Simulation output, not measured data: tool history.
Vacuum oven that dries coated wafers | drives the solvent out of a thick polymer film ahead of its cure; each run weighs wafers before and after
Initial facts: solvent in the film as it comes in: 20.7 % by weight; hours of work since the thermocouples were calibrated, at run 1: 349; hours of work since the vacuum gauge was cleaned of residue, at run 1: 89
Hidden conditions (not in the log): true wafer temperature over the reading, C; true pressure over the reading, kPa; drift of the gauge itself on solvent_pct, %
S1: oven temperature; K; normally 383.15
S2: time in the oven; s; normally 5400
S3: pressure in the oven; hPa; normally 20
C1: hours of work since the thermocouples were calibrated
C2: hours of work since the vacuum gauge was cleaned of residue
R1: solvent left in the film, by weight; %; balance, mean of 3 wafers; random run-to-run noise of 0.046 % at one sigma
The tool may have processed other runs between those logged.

run,hour,S1,S2,S3,C1,C2,R1
1,0,383.15,5400,20,349,89,2.57
2,73.7,383.15,5400,33.3,381,121,2.92
3,121,389.15,5400,20,403,142,1.4
4,170.2,389.15,5400,20,424,164,1.35
5,201,389.15,5400,20,438,178,1.29
6,237.1,389.15,5400,20,454,194,1.24
7,311.6,383.15,5400,20,487,227,2.73
8,383.8,383.15,5400,20,519,259,2.67
9,456.6,383.15,5400,34.3,552,291,3.09
10,508.8,383.15,5400,23.5,575,315,2.8
11,554.3,383.15,5400,54.2,595,335,3.52
12,588.5,383.15,5400,20,610,350,2.78
13,658,383.15,5400,20,641,381,2.74
14,709.4,383.15,5400,13.3,664,404,2.69
15,783.5,383.15,5400,13.3,697,437,2.69
16,814.3,383.15,5400,13.3,711,450,2.63
17,847.1,375.15,6720,12.2,725,465,4.03
18,896.2,383.15,7680,31.2,747,487,1.8
19,935.5,383.15,7680,31.2,764,504,1.82
20,990.8,375.15,7680,11,789,529,3.34
21,1056.2,375.15,7680,22.3,818,558,3.72
22,1124.5,390.15,5400,10.7,848,588,1.19
23,1192.2,386.15,8220,70.2,879,618,2.24
24,1226.7,386.15,4980,52.3,894,634,3.17
25,1302.8,370.15,4440,78.1,928,667,10.04
26,1348.4,370.15,4440,78.1,948,688,10.03
27,1413.6,370.15,4440,78.1,977,717,10.38
28,1475.9,388.15,6420,37.6,1005,744,1.68
29,1515.7,372.15,5400,36.2,1022,762,7.38

Table of differences, measured result less the result of that run with no hidden state. Run-to-run variation is the same in both. Gauge scatter possibly is not:
run,R1
1,+0.11
2,+0.13
3,+0.09
4,+0.1
5,+0.11
6,+0.1
7,+0.18
8,+0.2
9,+0.22
10,+0.23
11,+0.25
12,+0.25
13,+0.27
14,+0.28
15,+0.29
16,+0.29
17,+0.38
18,+0.22
19,+0.23
20,+0.4
21,+0.42
22,+0.21
23,+0.22
24,+0.37
25,+0.57
26,+0.57
27,+0.61
28,+0.27
29,+0.65
